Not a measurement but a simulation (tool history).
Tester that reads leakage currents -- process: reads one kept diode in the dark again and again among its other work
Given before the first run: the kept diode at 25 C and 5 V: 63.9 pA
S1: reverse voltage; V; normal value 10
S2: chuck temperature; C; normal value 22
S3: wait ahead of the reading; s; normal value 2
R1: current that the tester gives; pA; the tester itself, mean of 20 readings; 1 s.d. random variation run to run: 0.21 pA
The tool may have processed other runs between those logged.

run,hour,S1,S2,S3,R1
1,0,10,22,2,67.33
2,17.7,1.1,22,2,30.76
3,59.3,1.1,22,2,30.72
4,96.3,1.1,22,2,30.68
5,136.9,1.1,22,2,30.87
6,176.5,1.1,22,2,30.86
7,215.7,1.1,22,2,30.76
8,247.9,3.8,22,2,47.45
9,276.4,3.8,22,2,47.31
10,305.4,3.8,22,2,47.44
11,346.4,10,22,2,67.21
12,363.9,10,22,2,67.02
13,405.1,4.6,22,2,51.16
14,440.2,4.6,22,2,50.67
15,460.1,8.5,24,2,72.97
16,484.4,4.4,35,1.37,124.9
17,512.1,4.2,22,0.58,51.12
18,539.5,4.1,42,0.7,192.7
19,565.3,4.1,42,0.7,193.73
20,601.3,4.1,42,0.7,193.82
21,626,5.7,48,3.39,315.39
22,657.9,5.7,48,3.39,314.44
23,691.3,5.7,48,1.31,314.84
24,713.7,5.7,48,1.31,316.51
25,748.4,7.2,29,0.57,100.89
26,768.8,4.6,45,0.97,244.26
27,809.4,7,34,2,136.54

The log once held 1 entry between its listed runs, left out of this copy. Where does each go, and what is different about the tool's unlogged condition between the listed run before it and the listed run after it?
Between runs 10 and 11: chuck's temperature calibrated (hour 345.6)
  the hidden state is the same at both runs
